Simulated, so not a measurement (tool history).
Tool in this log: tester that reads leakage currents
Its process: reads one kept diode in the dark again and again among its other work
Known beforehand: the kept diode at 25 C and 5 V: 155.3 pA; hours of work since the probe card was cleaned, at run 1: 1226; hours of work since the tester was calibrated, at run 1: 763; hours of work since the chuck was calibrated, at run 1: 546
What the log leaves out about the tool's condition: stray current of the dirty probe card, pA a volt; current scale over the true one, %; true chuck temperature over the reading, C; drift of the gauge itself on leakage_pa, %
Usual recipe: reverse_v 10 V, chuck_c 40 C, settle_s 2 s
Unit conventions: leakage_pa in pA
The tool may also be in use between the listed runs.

run	hour	reverse_v	chuck_c	settle_s	hours of work since the probe card was cleaned	hours of work since the tester was calibrated	hours of work since the chuck was calibrated	leakage_pa
1	0	10	40	2	1226	763	546	650.26
2	55	10	36	2	1265	802	586	494.7
3	88.8	10	40	2	1289	827	610	656.88
4	142.5	10	40	2	1328	865	648	657.37
5	189.6	10	40	3.73	1361	899	682	658.24
6	250	10	27	3.73	1405	942	725	260.22
7	292.4	10	40	4.26	1435	972	755	659.29
8	346	10	40	4.26	1473	1010	793	663.3
9	376.5	10	40	4.26	1495	1032	815	664.79
10	428	10	40	2	1532	1069	852	664.88
11	482	10	40	2	1570	1107	891	665.41
# hour 526.9: chuck's temperature calibrated
12	543.6	10	40	5.75	1613	1150	12	637.11
13	583.1	10	40	4.86	1641	1178	40	633.75
14	637.3	10	40	2	1680	1217	79	639.03
15	686	10	40	2	1714	1252	114	638.49
16	748.6	10	40	2	1759	1296	158	636.57
17	802.7	10	40	2	1798	1335	197	645.18
18	845.4	10	40	2	1828	1365	227	641.4
19	885	10	40	2	1857	1394	256	647.17
20	948.6	10	23	2	1902	1439	301	192.77
21	1012	10	40	2	1947	1484	346	647.98
22	1046.7	10	40	2	1972	1509	371	650.8
23	1103.6	10	23	0.82	2013	1550	412	197.26
24	1147.9	10	32	1	2044	1581	443	374.79
25	1204.8	13.1	24	5.33	2085	1622	484	235.41
26	1243.5	13.1	59	8.4	2113	1650	512	2516.35
27	1277.8	13.1	59	8.4	2137	1674	536	2537.59
28	1331.4	13.1	59	8.4	2175	1712	574	2529.42
29	1370.3	4.2	36	9.7	2203	1740	602	345.1
30	1423.9	1.2	50	2	2241	1778	641	524.08
31	1491.2	1.2	50	2	2289	1826	689	527.92
32	1555	10	40	0.88	2335	1872	734	664.98
33	1587.7	1.2	32	0.88	2358	1895	757	153.61
34	1655.1	1.2	32	0.88	2406	1943	806	154.54
# hour 1667.9: probe card cleaned and baked
35	1697.6	7.8	36	2	21	1972	834	448.03
36	1739.1	1.3	44	0.63	51	2001	863	368.66
37	1786.8	1.3	44	0.63	85	2035	898	368.78
# hour 1817.4: chuck's temperature calibrated
38	1844.9	11.2	22	1.16	125	2075	20	175.15
39	1906.6	11.2	22	1.16	169	2120	64	176.39
40	1958.9	10	37	2	206	2157	101	506.73
41	1993.1	3.9	37	2	231	2181	125	343.11

Predict each of these 3 candidate next runs independently; none follows another, all start after run 41:
A	2035.6	10	40	3.49	261	2212	156	?
B	2035.6	3.9	41	2	261	2212	156	?
C	2035.6	2.5	40	1.74	261	2212	156	?

run	leakage_pa
A	626.64
B	454.02
C	352.13
Without the tool's hidden state the same runs would have given:
run	leakage_pa
A	624.5
B	452.88
C	351.31
